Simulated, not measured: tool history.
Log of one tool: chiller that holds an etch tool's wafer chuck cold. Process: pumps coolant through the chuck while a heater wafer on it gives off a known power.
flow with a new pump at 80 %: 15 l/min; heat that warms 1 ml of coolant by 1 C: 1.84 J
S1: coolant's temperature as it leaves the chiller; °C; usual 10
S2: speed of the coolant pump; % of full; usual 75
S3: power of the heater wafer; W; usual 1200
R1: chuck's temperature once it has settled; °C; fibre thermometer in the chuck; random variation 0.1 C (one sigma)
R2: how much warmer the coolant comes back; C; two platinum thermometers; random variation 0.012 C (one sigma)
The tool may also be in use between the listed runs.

{"run": 1, "hour": 0.0, "S1": 10, "S2": 75, "S3": 1200, "R1": 17.4, "R2": 2.77}
{"run": 2, "hour": 86.8, "S1": 10, "S2": 75, "S3": 1200, "R1": 17.3, "R2": 2.8}
{"run": 3, "hour": 215.6, "S1": 10, "S2": 75, "S3": 1176, "R1": 17.3, "R2": 2.82}
{"run": 4, "hour": 333.9, "S1": 10, "S2": 75, "S3": 1176, "R1": 17.4, "R2": 2.82}
{"hour": 416.5, "done": "chiller's thermometer calibrated"}
{"run": 5, "hour": 487.5, "S1": 10, "S2": 75, "S3": 1176, "R1": 17.1, "R2": 2.84}
{"run": 6, "hour": 681.1, "S1": 10, "S2": 75, "S3": 1176, "R1": 17.2, "R2": 2.89}
{"run": 7, "hour": 810.4, "S1": 10, "S2": 75, "S3": 1200, "R1": 17.3, "R2": 2.99}
{"run": 8, "hour": 914.8, "S1": 10, "S2": 92, "S3": 1200, "R1": 16.4, "R2": 2.44}
{"run": 9, "hour": 1073.3, "S1": 10, "S2": 75, "S3": 1200, "R1": 17.5, "R2": 3.06}
{"run": 10, "hour": 1165.6, "S1": 10, "S2": 75, "S3": 1200, "R1": 17.4, "R2": 3.07}
{"run": 11, "hour": 1272.9, "S1": 10, "S2": 75, "S3": 1200, "R1": 17.2, "R2": 3.1}
{"run": 12, "hour": 1430.4, "S1": 10, "S2": 61, "S3": 1200, "R1": 18.7, "R2": 3.85}
{"run": 13, "hour": 1618.3, "S1": 10, "S2": 85, "S3": 1200, "R1": 16.9, "R2": 2.81}
{"run": 14, "hour": 1803.7, "S1": 10, "S2": 85, "S3": 1200, "R1": 16.6, "R2": 2.87}
{"run": 15, "hour": 1939.5, "S1": 10, "S2": 85, "S3": 1200, "R1": 16.8, "R2": 2.91}
{"hour": 1994.1, "done": "gauge calibrated"}
{"run": 16, "hour": 2108.1, "S1": 10, "S2": 85, "S3": 1200, "R1": 16.8, "R2": 2.48}
{"run": 17, "hour": 2255.9, "S1": 9, "S2": 75, "S3": 653, "R1": 12.9, "R2": 1.61}
{"run": 18, "hour": 2415.6, "S1": 10, "S2": 75, "S3": 1081, "R1": 16.7, "R2": 2.64}
{"run": 19, "hour": 2505.1, "S1": 10, "S2": 83, "S3": 1121, "R1": 16.5, "R2": 2.47}
{"run": 20, "hour": 2700.6, "S1": 10, "S2": 83, "S3": 1121, "R1": 16.4, "R2": 2.51}
{"run": 21, "hour": 2844.7, "S1": 10, "S2": 83, "S3": 1121, "R1": 16.5, "R2": 2.54}
{"run": 22, "hour": 2948.2, "S1": 10, "S2": 83, "S3": 1121, "R1": 16.3, "R2": 2.57}
{"hour": 3048.6, "done": "coolant changed, channels flushed"}
{"run": 23, "hour": 3143.7, "S1": 10, "S2": 69, "S3": 1200, "R1": 18.1, "R2": 3.34}
{"run": 24, "hour": 3297.5, "S1": 14, "S2": 66, "S3": 1337, "R1": 23.2, "R2": 3.9}
{"run": 25, "hour": 3395.6, "S1": 14, "S2": 66, "S3": 1625, "R1": 24.9, "R2": 4.69}
{"run": 26, "hour": 3555.7, "S1": 13, "S2": 63, "S3": 997, "R1": 20.1, "R2": 3.2}
{"hour": 3613.3, "done": "chiller's thermometer calibrated"}
{"run": 27, "hour": 3702.1, "S1": 13, "S2": 63, "S3": 997, "R1": 20.1, "R2": 3.22}
{"run": 28, "hour": 3848.2, "S1": 10, "S2": 90, "S3": 1200, "R1": 16.3, "R2": 2.72}
{"run": 29, "hour": 3976.3, "S1": 15, "S2": 67, "S3": 1200, "R1": 23.1, "R2": 3.63}
{"run": 30, "hour": 4155.5, "S1": 9, "S2": 82, "S3": 1200, "R1": 15.9, "R2": 3.03}
{"run": 31, "hour": 4341.2, "S1": 10, "S2": 89, "S3": 1200, "R1": 16.6, "R2": 2.87}

Some steps in R2 between neighbouring runs. How much of each would the tool show without its hidden state too (settings, what came in, random variation), and how much is left for the hidden state, with any gauge scatter that isn't in both results?
The hidden state here: heat passed by the chuck's channels, % of clean ones'; flow at a given pump speed, % of a new pump's; coolant's true temperature over the reading, C; drift of the gauge itself on chuck_c, C; drift of the gauge itself on warmer_back_c, C.
Run 2 -> 3: S3 1200 -> 1176. R2 +0.02 C: hidden state +0.04, all else -0.02.
Run 4 -> 5: chiller's thermometer calibrated. R2 +0.02 C: hidden state +0.04, all else -0.02.
Run 12 -> 13: S2 61 -> 85. R2 -1.04 C: hidden state +0.04, all else -1.08.
Run 15 -> 16: gauge calibrated. R2 -0.43 C: hidden state -0.44, all else +0.01.
Run 17 -> 18: S1 9 -> 10, S3 653 -> 1081. R2 +1.03 C: hidden state +0.04, all else +0.99.
Run 25 -> 26: S1 14 -> 13, S2 66 -> 63, S3 1625 -> 997. R2 -1.49 C: hidden state +0.03, all else -1.52.
